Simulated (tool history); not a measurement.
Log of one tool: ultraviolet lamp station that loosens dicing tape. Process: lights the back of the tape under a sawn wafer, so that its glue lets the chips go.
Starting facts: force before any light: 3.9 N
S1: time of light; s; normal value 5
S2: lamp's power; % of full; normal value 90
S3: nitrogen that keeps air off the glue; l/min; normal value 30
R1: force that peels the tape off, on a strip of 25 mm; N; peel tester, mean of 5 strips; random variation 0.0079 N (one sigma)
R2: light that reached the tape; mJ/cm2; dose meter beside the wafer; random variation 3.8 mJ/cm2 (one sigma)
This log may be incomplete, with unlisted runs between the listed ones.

{"run": 1, "day": 0.0, "S1": 5, "S2": 90, "S3": 30, "R1": 0.306, "R2": 651}
{"run": 2, "day": 2.933, "S1": 5, "S2": 90, "S3": 30, "R1": 0.311, "R2": 648}
{"run": 3, "day": 5.446, "S1": 5, "S2": 90, "S3": 30, "R1": 0.301, "R2": 641}
{"run": 4, "day": 8.917, "S1": 5, "S2": 90, "S3": 30, "R1": 0.301, "R2": 646}
{"run": 5, "day": 11.0, "S1": 5, "S2": 90, "S3": 30, "R1": 0.306, "R2": 640}
{"run": 6, "day": 12.817, "S1": 5, "S2": 90, "S3": 30, "R1": 0.295, "R2": 645}
{"run": 7, "day": 15.529, "S1": 5, "S2": 65, "S3": 30, "R1": 0.451, "R2": 462}
{"run": 8, "day": 18.4, "S1": 5, "S2": 72, "S3": 30, "R1": 0.382, "R2": 515}
{"run": 9, "day": 21.029, "S1": 5, "S2": 72, "S3": 30, "R1": 0.393, "R2": 512}
{"run": 10, "day": 23.238, "S1": 5, "S2": 90, "S3": 30, "R1": 0.302, "R2": 644}
{"run": 11, "day": 26.667, "S1": 5, "S2": 90, "S3": 30, "R1": 0.323, "R2": 638}
{"day": 27.262, "done": "window cleaned of glue's vapour"}
{"run": 12, "day": 29.508, "S1": 5, "S2": 90, "S3": 11, "R1": 0.511, "R2": 636}
{"run": 13, "day": 31.025, "S1": 6, "S2": 90, "S3": 30, "R1": 0.27, "R2": 767}
{"run": 14, "day": 32.625, "S1": 6, "S2": 90, "S3": 30, "R1": 0.273, "R2": 760}
{"run": 15, "day": 35.504, "S1": 6, "S2": 90, "S3": 30, "R1": 0.287, "R2": 761}
{"run": 16, "day": 37.521, "S1": 6, "S2": 90, "S3": 30, "R1": 0.285, "R2": 763}
{"run": 17, "day": 40.358, "S1": 6, "S2": 90, "S3": 30, "R1": 0.264, "R2": 764}
{"run": 18, "day": 42.588, "S1": 5, "S2": 90, "S3": 30, "R1": 0.301, "R2": 634}
{"run": 19, "day": 45.304, "S1": 5, "S2": 90, "S3": 30, "R1": 0.303, "R2": 634}
{"run": 20, "day": 47.829, "S1": 2, "S2": 63, "S3": 14, "R1": 1.847, "R2": 177}
{"run": 21, "day": 49.517, "S1": 2, "S2": 63, "S3": 12, "R1": 1.936, "R2": 178}
{"run": 22, "day": 52.492, "S1": 2, "S2": 63, "S3": 12, "R1": 1.884, "R2": 174}

Predict the results of run 23:
{"run": 23, "day": 55.038, "S1": 2, "S2": 63, "S3": 12, "R1": "?", "R2": "?"}

Run 23 came out at R1 1.899 N, R2 175 mJ/cm2.
The same run, on a tool lacking any hidden state, would have yielded R1 1.893 N, R2 181 mJ/cm2.
